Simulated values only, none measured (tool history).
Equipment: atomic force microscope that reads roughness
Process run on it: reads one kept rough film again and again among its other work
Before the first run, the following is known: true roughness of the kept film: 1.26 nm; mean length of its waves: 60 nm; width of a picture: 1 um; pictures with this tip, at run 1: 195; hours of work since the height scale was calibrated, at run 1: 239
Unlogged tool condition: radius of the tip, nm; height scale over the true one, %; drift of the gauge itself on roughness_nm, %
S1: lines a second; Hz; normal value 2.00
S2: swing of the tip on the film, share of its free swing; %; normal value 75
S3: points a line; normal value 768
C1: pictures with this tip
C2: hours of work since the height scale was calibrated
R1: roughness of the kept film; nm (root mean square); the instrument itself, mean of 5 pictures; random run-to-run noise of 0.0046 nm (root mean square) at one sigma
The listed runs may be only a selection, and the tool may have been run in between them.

Run 1, hour 0.0: usual settings; C1 195; C2 239. Result: R1 1.058 nm (root mean square).
Run 2, hour 12.9: usual settings; C1 221; C2 248. Result: R1 1.051 nm (root mean square).
Run 3, hour 30.1: usual settings; C1 257; C2 261. Result: R1 1.052 nm (root mean square).
Run 4, hour 48.8: usual settings but S2 63 %; C1 295; C2 275. Result: R1 1.143 nm (root mean square).
At hour 50.4: new tip fitted.
Run 5, hour 64.2: usual settings but S2 63 %; C1 28; C2 286. Result: R1 1.140 nm (root mean square).
Run 6, hour 77.4: usual settings but S2 86 %; C1 55; C2 296. Result: R1 0.950 nm (root mean square).
Run 7, hour 88.9: usual settings but S2 86 %; C1 79; C2 304. Result: R1 0.949 nm (root mean square).
Run 8, hour 102.4: usual settings but S2 86 %; C1 107; C2 314. Result: R1 0.948 nm (root mean square).
Run 9, hour 113.1: usual settings but S2 86 %; C1 129; C2 322. Result: R1 0.943 nm (root mean square).
Run 10, hour 130.5: usual settings but S3 321; C1 165; C2 335. Result: R1 1.047 nm (root mean square).
Run 11, hour 149.3: usual settings but S2 80 %; C1 203; C2 349. Result: R1 1.008 nm (root mean square).
Run 12, hour 167.1: usual settings; C1 240; C2 362. Result: R1 1.045 nm (root mean square).
Run 13, hour 181.1: usual settings but S1 0.63 Hz; C1 269; C2 373. Result: R1 1.171 nm (root mean square).
Run 14, hour 190.6: usual settings but S1 0.63 Hz; C1 289; C2 380. Result: R1 1.182 nm (root mean square).
At hour 195.8: new tip fitted.
Run 15, hour 203.7: usual settings but S1 0.63 Hz; C1 17; C2 389. Result: R1 1.176 nm (root mean square).
Run 16, hour 220.2: usual settings but S1 3.86 Hz, S2 72 %, S3 458; C1 51; C2 401. Result: R1 0.957 nm (root mean square).
Run 17, hour 232.1: usual settings but S1 1.32 Hz, S2 64 %, S3 628; C1 75; C2 410. Result: R1 1.160 nm (root mean square).
Run 18, hour 249.9: usual settings but S1 0.51 Hz, S2 64 %, S3 1015; C1 112; C2 423. Result: R1 1.221 nm (root mean square).
Run 19, hour 261.6: usual settings but S1 0.51 Hz, S2 64 %, S3 1015; C1 136; C2 432. Result: R1 1.209 nm (root mean square).
Run 20, hour 274.9: usual settings but S1 0.51 Hz, S2 64 %, S3 1015; C1 163; C2 442. Result: R1 1.215 nm (root mean square).
Run 21, hour 287.1: usual settings but S1 3.32 Hz, S2 88 %, S3 300; C1 189; C2 451. Result: R1 0.796 nm (root mean square).
Run 22, hour 299.9: usual settings but S2 73 %; C1 215; C2 461. Result: R1 1.064 nm (root mean square).
Run 23, hour 316.8: usual settings but S2 73 %; C1 250; C2 473. Result: R1 1.071 nm (root mean square).
Run 24, hour 326.8: usual settings but S1 3.07 Hz, S2 57 %, S3 677; C1 271; C2 481. Result: R1 1.133 nm (root mean square).
At hour 340.9: new tip fitted.
Run 25, hour 343.3: usual settings but S2 87 %, S3 604; C1 5; C2 492. Result: R1 0.941 nm (root mean square).
Run 26, hour 355.8: usual settings but S1 1.72 Hz, S2 89 %, S3 342; C1 30; C2 502. Result: R1 0.947 nm (root mean square).
Run 27, hour 372.5: usual settings but S1 3.17 Hz, S3 350; C1 65; C2 514. Result: R1 0.967 nm (root mean square).
Run 28, hour 389.6: usual settings but S3 476; C1 100; C2 527. Result: R1 1.051 nm (root mean square).
Run 29, hour 404.8: usual settings but S1 3.32 Hz, S2 82 %, S3 650; C1 131; C2 538. Result: R1 0.883 nm (root mean square).
Run 30, hour 413.9: usual settings but S1 1.75 Hz, S3 523; C1 150; C2 545. Result: R1 1.076 nm (root mean square).

Describe how what the log doesn't record of the tool's condition differs between the last listed run preceding each entry between runs and the first listed run following it.
After run 4, before run 5: new tip fitted (hour 50.4)
  radius of the tip, nm: 11.1 -> 10.1
After run 14, before run 15: new tip fitted (hour 195.8)
  radius of the tip, nm: 11 -> 10.1
After run 24, before run 25: new tip fitted (hour 340.9)
  radius of the tip, nm: 10.9 -> 10
